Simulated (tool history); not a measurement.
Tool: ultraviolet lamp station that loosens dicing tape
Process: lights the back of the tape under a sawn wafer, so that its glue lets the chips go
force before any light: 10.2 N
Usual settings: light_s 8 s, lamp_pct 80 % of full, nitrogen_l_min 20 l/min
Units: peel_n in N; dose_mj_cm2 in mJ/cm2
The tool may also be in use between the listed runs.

run   hour  light_s  lamp_pct  nitrogen_l_min  peel_n  dose_mj_cm2
  1    0.0        8        80              20   0.726          408
  2   13.3        8        80              20   0.698          413
  3   25.2        8        80              20   0.717          417
  4   35.7        8        85              20   0.633          436
  5   52.1        8        85              20   0.621          434
  6   71.6        8        85              20   0.625          429
  7   89.2        6        80              20   1.339          310
  8  105.8       14        80              20   0.250          702
  9  115.6        4        96              35   1.677          246
 10  125.7        8        74               9   1.260          370
 11  139.2        6        71              38   1.375          267
 12  148.3        8        87              10   0.884          435
 13  167.0        8        87              10   0.885          435
 14  180.8        8        87              10   0.902          433
 15  194.3        4        68              10   3.751          171
 16  207.3        4        68              10   3.750          167

Forecast each of these 3 alternatives for the next run:
  A  227.2        6        68               8       ?            ?
  B  227.2        8        88              20       ?            ?
  C  227.2        8        68              33       ?            ?

run  peel_n  dose_mj_cm2
  A   2.551          247
  B   0.631          435
  C   0.896          335
Without the tool's hidden state the same runs would have given:
run  peel_n  dose_mj_cm2
  A   1.986          294
  B   0.435          516
  C   0.620          398

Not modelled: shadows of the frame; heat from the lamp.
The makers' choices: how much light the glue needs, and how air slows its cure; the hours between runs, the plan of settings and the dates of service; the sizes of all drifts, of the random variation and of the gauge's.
